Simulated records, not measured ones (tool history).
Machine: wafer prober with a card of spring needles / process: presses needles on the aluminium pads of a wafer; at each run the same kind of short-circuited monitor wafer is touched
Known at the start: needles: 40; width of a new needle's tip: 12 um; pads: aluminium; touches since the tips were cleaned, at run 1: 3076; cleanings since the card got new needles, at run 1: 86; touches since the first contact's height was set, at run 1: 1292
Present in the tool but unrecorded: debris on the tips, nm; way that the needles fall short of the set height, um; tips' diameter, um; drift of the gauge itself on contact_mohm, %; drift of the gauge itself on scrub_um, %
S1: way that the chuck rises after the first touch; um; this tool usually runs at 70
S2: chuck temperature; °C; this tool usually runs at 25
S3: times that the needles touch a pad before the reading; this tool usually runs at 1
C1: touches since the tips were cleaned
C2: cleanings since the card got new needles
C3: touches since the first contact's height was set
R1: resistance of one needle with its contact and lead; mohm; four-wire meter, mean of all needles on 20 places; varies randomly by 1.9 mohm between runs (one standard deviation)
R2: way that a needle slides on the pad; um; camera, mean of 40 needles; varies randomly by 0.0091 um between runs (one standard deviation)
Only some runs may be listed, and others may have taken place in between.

Run 1, hour 0.0: usual settings; C1 3076; C2 86; C3 1292. Result: R1 196 mohm, R2 11.270 um.
At hour 12.6: tips cleaned on abrasive film.
Run 2, hour 26.1: usual settings; C1 5428; C2 87; C3 11765. Result: R1 196 mohm, R2 11.286 um.
At hour 30.6: tips cleaned on abrasive film.
At hour 49.4: tips cleaned on abrasive film.
At hour 71.4: tips cleaned on abrasive film.
Run 3, hour 78.9: usual settings; C1 3033; C2 90; C3 32963. Result: R1 198 mohm, R2 11.294 um.
At hour 90.2: tips cleaned on abrasive film.
At hour 109.7: tips cleaned on abrasive film.
At hour 128.5: tips cleaned on abrasive film.
Run 4, hour 128.5: usual settings; C1 0; C2 93; C3 52886. Result: R1 195 mohm, R2 11.325 um.
At hour 148.1: tips cleaned on abrasive film.
Run 5, hour 153.0: usual settings but S2 32 °C; C1 1969; C2 94; C3 62701. Result: R1 198 mohm, R2 11.317 um.
At hour 167.1: tips cleaned on abrasive film.
At hour 186.5: tips cleaned on abrasive film.
Run 6, hour 199.6: usual settings but S2 32 °C; C1 5277; C2 96; C3 81449. Result: R1 196 mohm, R2 11.336 um.
At hour 205.4: tips cleaned on abrasive film.
At hour 226.3: tips cleaned on abrasive film.
At hour 238.4: height of the first contact set anew.
Run 7, hour 242.4: usual settings but S2 32 °C; C1 6383; C2 98; C3 1621. Result: R1 198 mohm, R2 11.364 um.
At hour 245.0: tips cleaned on abrasive film.
At hour 264.6: tips cleaned on abrasive film.
At hour 283.1: tips cleaned on abrasive film.
Run 8, hour 293.1: usual settings; C1 4036; C2 101; C3 21949. Result: R1 198 mohm, R2 11.376 um.
At hour 301.3: tips cleaned on abrasive film.
At hour 322.6: tips cleaned on abrasive film.
Run 9, hour 324.9: usual settings; C1 917; C2 103; C3 34705. Result: R1 196 mohm, R2 11.386 um.
At hour 340.6: tips cleaned on abrasive film.
Run 10, hour 348.2: usual settings; C1 3074; C2 104; C3 44081. Result: R1 193 mohm, R2 11.403 um.
At hour 362.5: tips cleaned on abrasive film.
At hour 383.5: tips cleaned on abrasive film.
Run 11, hour 383.9: usual settings; C1 149; C2 106; C3 58404. Result: R1 196 mohm, R2 11.400 um.
At hour 403.8: tips cleaned on abrasive film.
At hour 424.0: tips cleaned on abrasive film.
Run 12, hour 430.6: usual settings; C1 2657; C2 108; C3 77170. Result: R1 194 mohm, R2 11.411 um.
At hour 441.9: tips cleaned on abrasive film.
Run 13, hour 458.4: usual settings; C1 6651; C2 109; C3 88341. Result: R1 197 mohm, R2 11.438 um.
At hour 460.8: tips cleaned on abrasive film.
At hour 479.0: tips cleaned on abrasive film.
At hour 479.3: height of the first contact set anew.
Run 14, hour 482.5: usual settings; C1 1287; C2 111; C3 1287. Result: R1 196 mohm, R2 11.442 um.
At hour 499.0: tips cleaned on abrasive film.
At hour 519.7: tips cleaned on abrasive film.
Run 15, hour 530.6: usual settings; C1 4386; C2 113; C3 20624. Result: R1 197 mohm, R2 11.467 um.
At hour 541.7: tips cleaned on abrasive film.
At hour 561.3: tips cleaned on abrasive film.
Run 16, hour 575.6: usual settings but S2 38 °C; C1 5784; C2 115; C3 38716. Result: R1 199 mohm, R2 11.469 um.
At hour 579.6: tips cleaned on abrasive film.
At hour 599.4: tips cleaned on abrasive film.
At hour 620.4: tips cleaned on abrasive film.
Run 17, hour 623.3: usual settings but S2 38 °C; C1 1191; C2 118; C3 57828. Result: R1 201 mohm, R2 11.487 um.
At hour 642.5: tips cleaned on abrasive film.
At hour 660.4: tips cleaned on abrasive film.
Run 18, hour 672.9: usual settings but S1 57 um; C1 5037; C2 120; C3 77758. Result: R1 197 mohm, R2 9.362 um.
At hour 678.7: tips cleaned on abrasive film.
At hour 696.8: tips cleaned on abrasive film.
At hour 718.1: tips cleaned on abrasive film.
At hour 718.4: height of the first contact set anew.
Run 19, hour 724.4: usual settings but S1 57 um, S2 58 °C; C1 2420; C2 123; C3 2420. Result: R1 207 mohm, R2 9.376 um.
At hour 736.3: tips cleaned on abrasive film.
Run 20, hour 749.9: usual settings but S1 86 um, S2 58 °C, S3 3; C1 5472; C2 124; C3 12688. Result: R1 201 mohm, R2 14.161 um.
At hour 754.4: tips cleaned on abrasive film.
At hour 763.7: gauge calibrated.
At hour 772.6: tips cleaned on abrasive film.
Run 21, hour 784.7: usual settings but S1 53 um, S2 58 °C, S3 2; C1 4898; C2 126; C3 26660. Result: R1 208 mohm, R2 8.533 um.
At hour 792.8: tips cleaned on abrasive film.
At hour 811.7: tips cleaned on abrasive film.
At hour 831.6: tips cleaned on abrasive film.
Run 22, hour 838.4: usual settings but S1 56 um, S2 58 °C, S3 2; C1 2731; C2 129; C3 48185. Result: R1 205 mohm, R2 9.038 um.
At hour 851.6: tips cleaned on abrasive film.
At hour 870.5: tips cleaned on abrasive film.
At hour 889.6: tips cleaned on abrasive film.
Run 23, hour 891.9: usual settings but S1 58 um, S2 27 °C; C1 899; C2 132; C3 69656. Result: R1 196 mohm, R2 9.381 um.
At hour 910.1: tips cleaned on abrasive film.
At hour 930.9: tips cleaned on abrasive film.
Run 24, hour 934.0: usual settings but S1 58 um, S2 27 °C; C1 1288; C2 134; C3 86600. Result: R1 200 mohm, R2 9.398 um.
At hour 948.7: tips cleaned on abrasive film.
At hour 958.5: height of the first contact set anew.
At hour 970.3: tips cleaned on abrasive film.
Run 25, hour 987.7: usual settings but S1 88 um, S2 109 °C, S3 2; C1 7056; C2 136; C3 11780. Result: R1 211 mohm, R2 14.262 um.
At hour 991.0: tips cleaned on abrasive film.
At hour 1009.1: tips cleaned on abrasive film.
Run 26, hour 1023.2: usual settings but S2 47 °C, S3 2; C1 5678; C2 138; C3 26013. Result: R1 200 mohm, R2 11.365 um.
At hour 1028.3: tips cleaned on abrasive film.
At hour 1046.4: tips cleaned on abrasive film.
Run 27, hour 1064.0: usual settings but S1 79 um, S2 35 °C; C1 7123; C2 140; C3 42400. Result: R1 198 mohm, R2 12.848 um.
At hour 1066.5: tips cleaned on abrasive film.
At hour 1085.2: tips cleaned on abrasive film.
At hour 1106.4: tips cleaned on abrasive film.
Run 28, hour 1116.6: usual settings but S1 63 um, S2 35 °C, S3 2; C1 4125; C2 143; C3 63522. Result: R1 198 mohm, R2 10.255 um.
At hour 1127.7: tips cleaned on abrasive film.
At hour 1148.5: tips cleaned on abrasive film.
At hour 1166.5: tips cleaned on abrasive film.
Run 29, hour 1166.5: usual settings but S1 66 um, S2 35 °C, S3 3; C1 0; C2 146; C3 83529. Result: R1 196 mohm, R2 10.772 um.

Consider 3 possible next runs. They are alternatives, not a sequence: every one starts from the tool as it was left by run 29. What does each give?
At hour 1185.2: tips cleaned on abrasive film.
At hour 1197.2: height of the first contact set anew.
Run A, hour 1199.7: usual settings but S1 50 um, S2 54 °C; C1 5735; C2 147; C3 1020. Result: R1 ?, R2 ?.
At hour 1185.2: tips cleaned on abrasive film.
At hour 1197.2: height of the first contact set anew.
Run B, hour 1199.7: usual settings but S1 53 um; C1 5735; C2 147; C3 1020. Result: R1 ?, R2 ?.
At hour 1185.2: tips cleaned on abrasive film.
At hour 1197.2: height of the first contact set anew.
Run C, hour 1199.7: usual settings but S1 64 um, S2 35 °C, S3 3; C1 5735; C2 147; C3 1020. Result: R1 ?, R2 ?.

run   R1      R2
  A  208   8.161
  B  203   8.648
  C  201  10.438
With the hidden condition removed and each run's random variation left untouched, the same runs would have given:
run   R1      R2
  A  207   8.054
  B  202   8.534
  C  201  10.300
